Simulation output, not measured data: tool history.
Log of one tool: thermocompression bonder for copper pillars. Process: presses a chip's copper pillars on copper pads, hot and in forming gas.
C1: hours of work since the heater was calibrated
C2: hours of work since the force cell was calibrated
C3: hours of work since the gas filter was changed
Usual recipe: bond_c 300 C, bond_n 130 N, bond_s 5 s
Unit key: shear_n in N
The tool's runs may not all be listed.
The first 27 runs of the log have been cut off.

run 28 hour=1159.7 | bond_c=287 bond_n=176 bond_s=11 | C1=382 C2=888 C3=58 | shear_n=99.2
run 29 hour=1211.6 | bond_c=287 bond_n=176 bond_s=11 | C1=415 C2=921 C3=91 | shear_n=96.5
run 30 hour=1252.6 | bond_c=311 bond_n=191 bond_s=7 | C1=440 C2=946 C3=116 | shear_n=110.1
run 31 hour=1301.7 | bond_c=282 bond_n=100 bond_s=5 | C1=471 C2=977 C3=147 | shear_n=39.9
run 32 hour=1346.4 | bond_c=301 bond_n=87 bond_s=7 | C1=499 C2=1005 C3=175 | shear_n=49.2
run 33 hour=1373.6 | bond_c=274 bond_n=87 bond_s=12 | C1=516 C2=1021 C3=191 | shear_n=42
run 34 hour=1406.1 | bond_c=274 bond_n=87 bond_s=12 | C1=536 C2=1042 C3=212 | shear_n=43.1
run 35 hour=1461.4 | bond_c=294 bond_n=158 bond_s=10 | C1=570 C2=1076 C3=246 | shear_n=91.2
run 36 hour=1511.2 | bond_c=300 bond_n=82 bond_s=5 | C1=601 C2=1107 C3=277 | shear_n=39.7
run 37 hour=1558.8 | bond_c=300 bond_n=130 bond_s=5 | C1=631 C2=1137 C3=307 | shear_n=64.7
run 38 hour=1595.9 | bond_c=300 bond_n=130 bond_s=5 | C1=654 C2=1160 C3=330 | shear_n=66.5
-- hour=1639.5 forming gas filter changed
run 39 hour=1659.3 | bond_c=273 bond_n=104 bond_s=10 | C1=693 C2=1199 C3=12 | shear_n=48.8

Here are 4 independent what-if runs from the current tool condition. What would each one return?
run A hour=1701 | bond_c=311 bond_n=104 bond_s=8 | C1=719 C2=1225 C3=38 | shear_n=?
run B hour=1701 | bond_c=318 bond_n=103 bond_s=5 | C1=719 C2=1225 C3=38 | shear_n=?
run C hour=1701 | bond_c=326 bond_n=157 bond_s=5 | C1=719 C2=1225 C3=38 | shear_n=?
run D hour=1701 | bond_c=318 bond_n=104 bond_s=4 | C1=719 C2=1225 C3=38 | shear_n=?

run=A shear_n=68.6
run=B shear_n=64.8
run=C shear_n=102
run=D shear_n=58.8
Take away the tool's hidden state, keep each run's random variation, and the runs would have read:
run=A shear_n=68.5
run=B shear_n=64.8
run=C shear_n=101.9
run=D shear_n=58.7

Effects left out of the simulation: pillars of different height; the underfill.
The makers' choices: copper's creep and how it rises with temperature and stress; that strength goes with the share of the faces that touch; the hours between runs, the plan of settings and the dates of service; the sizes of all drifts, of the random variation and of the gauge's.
